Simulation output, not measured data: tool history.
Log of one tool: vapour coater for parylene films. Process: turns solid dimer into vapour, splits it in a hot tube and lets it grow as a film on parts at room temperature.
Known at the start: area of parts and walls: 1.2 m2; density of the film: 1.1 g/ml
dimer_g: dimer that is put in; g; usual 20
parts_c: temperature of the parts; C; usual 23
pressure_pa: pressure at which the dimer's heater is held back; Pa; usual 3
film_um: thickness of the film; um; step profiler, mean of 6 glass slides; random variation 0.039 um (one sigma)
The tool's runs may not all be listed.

run 1 day=0 | dimer_g=20 parts_c=23 pressure_pa=3 | film_um=7.7
run 2 day=0.642 | dimer_g=20 parts_c=20 pressure_pa=3 | film_um=8.28
run 3 day=1.246 | dimer_g=20 parts_c=20 pressure_pa=3 | film_um=8.21
run 4 day=1.962 | dimer_g=10 parts_c=23 pressure_pa=3 | film_um=3.81
run 5 day=2.562 | dimer_g=20 parts_c=23 pressure_pa=3 | film_um=7.66
run 6 day=3.096 | dimer_g=20 parts_c=23 pressure_pa=3 | film_um=7.66
run 7 day=3.546 | dimer_g=20 parts_c=23 pressure_pa=3 | film_um=7.67
run 8 day=4.058 | dimer_g=9 parts_c=23 pressure_pa=3 | film_um=3.46
run 9 day=4.692 | dimer_g=9 parts_c=23 pressure_pa=3 | film_um=3.42
-- day=5.271 trap's valve overhauled
run 10 day=5.429 | dimer_g=31 parts_c=23 pressure_pa=3 | film_um=12.76
run 11 day=6.092 | dimer_g=31 parts_c=23 pressure_pa=3 | film_um=12.79
run 12 day=6.538 | dimer_g=20 parts_c=23 pressure_pa=3 | film_um=8.22
run 13 day=6.954 | dimer_g=20 parts_c=23 pressure_pa=3 | film_um=8.3
run 14 day=7.35 | dimer_g=20 parts_c=23 pressure_pa=3 | film_um=8.2
run 15 day=7.771 | dimer_g=20 parts_c=23 pressure_pa=3 | film_um=8.17
run 16 day=8.325 | dimer_g=20 parts_c=23 pressure_pa=3 | film_um=8.2
run 17 day=8.742 | dimer_g=9 parts_c=23 pressure_pa=3 | film_um=3.66
run 18 day=9.262 | dimer_g=9 parts_c=23 pressure_pa=3 | film_um=3.68
run 19 day=9.908 | dimer_g=20 parts_c=23 pressure_pa=3 | film_um=8.14
run 20 day=10.508 | dimer_g=8 parts_c=23 pressure_pa=3 | film_um=3.26
run 21 day=11.192 | dimer_g=8 parts_c=23 pressure_pa=3 | film_um=3.21
run 22 day=11.675 | dimer_g=34 parts_c=23 pressure_pa=3 | film_um=13.87
run 23 day=12.162 | dimer_g=34 parts_c=23 pressure_pa=3 | film_um=13.76
run 24 day=12.583 | dimer_g=34 parts_c=23 pressure_pa=3 | film_um=13.61
run 25 day=13.304 | dimer_g=10 parts_c=23 pressure_pa=5.36 | film_um=3.57
run 26 day=13.933 | dimer_g=10 parts_c=23 pressure_pa=5.36 | film_um=3.54
run 27 day=14.312 | dimer_g=14 parts_c=30 pressure_pa=9.77 | film_um=3.73
run 28 day=14.842 | dimer_g=35 parts_c=24 pressure_pa=7.21 | film_um=11.51
run 29 day=15.188 | dimer_g=11 parts_c=32 pressure_pa=3.39 | film_um=3.45
run 30 day=15.667 | dimer_g=11 parts_c=32 pressure_pa=3.39 | film_um=3.45
run 31 day=16.2 | dimer_g=12 parts_c=21 pressure_pa=3 | film_um=5.05
run 32 day=16.754 | dimer_g=33 parts_c=20 pressure_pa=6.11 | film_um=12.21
run 33 day=17.508 | dimer_g=18 parts_c=16 pressure_pa=6.11 | film_um=7.42
run 34 day=18.025 | dimer_g=19 parts_c=18 pressure_pa=3.5 | film_um=8.31
run 35 day=18.7 | dimer_g=19 parts_c=18 pressure_pa=3.5 | film_um=8.34
run 36 day=19.383 | dimer_g=10 parts_c=27 pressure_pa=11.91 | film_um=2.75
run 37 day=19.879 | dimer_g=8 parts_c=23 pressure_pa=3 | film_um=3.17
run 38 day=20.254 | dimer_g=34 parts_c=23 pressure_pa=9.29 | film_um=10.75
run 39 day=20.979 | dimer_g=34 parts_c=23 pressure_pa=9.29 | film_um=10.76
run 40 day=21.512 | dimer_g=30 parts_c=34 pressure_pa=2.45 | film_um=9.34
run 41 day=21.917 | dimer_g=25 parts_c=22 pressure_pa=6.73 | film_um=8.59
run 42 day=22.692 | dimer_g=20 parts_c=25 pressure_pa=6.73 | film_um=6.35
run 43 day=23.458 | dimer_g=30 parts_c=22 pressure_pa=4.7 | film_um=11.03
run 44 day=23.875 | dimer_g=12 parts_c=19 pressure_pa=5.61 | film_um=4.59
run 45 day=24.562 | dimer_g=12 parts_c=19 pressure_pa=4.44 | film_um=4.81
run 46 day=25.317 | dimer_g=12 parts_c=19 pressure_pa=4.44 | film_um=4.82
run 47 day=25.896 | dimer_g=9 parts_c=19 pressure_pa=3.63 | film_um=3.75
run 48 day=26.662 | dimer_g=9 parts_c=32 pressure_pa=6.59 | film_um=2.38

Forecast each of these 3 alternatives for the next run:
run A day=27.012 | dimer_g=15 parts_c=15 pressure_pa=3 | film_um=?
run B day=27.012 | dimer_g=15 parts_c=23 pressure_pa=3 | film_um=?
run C day=27.012 | dimer_g=10 parts_c=22 pressure_pa=6.59 | film_um=?

run=A film_um=7.17
run=B film_um=5.85
run=C film_um=3.42
Without the tool's hidden state the same runs would have given:
run=A film_um=7.58
run=B film_um=6.18
run=C film_um=3.61
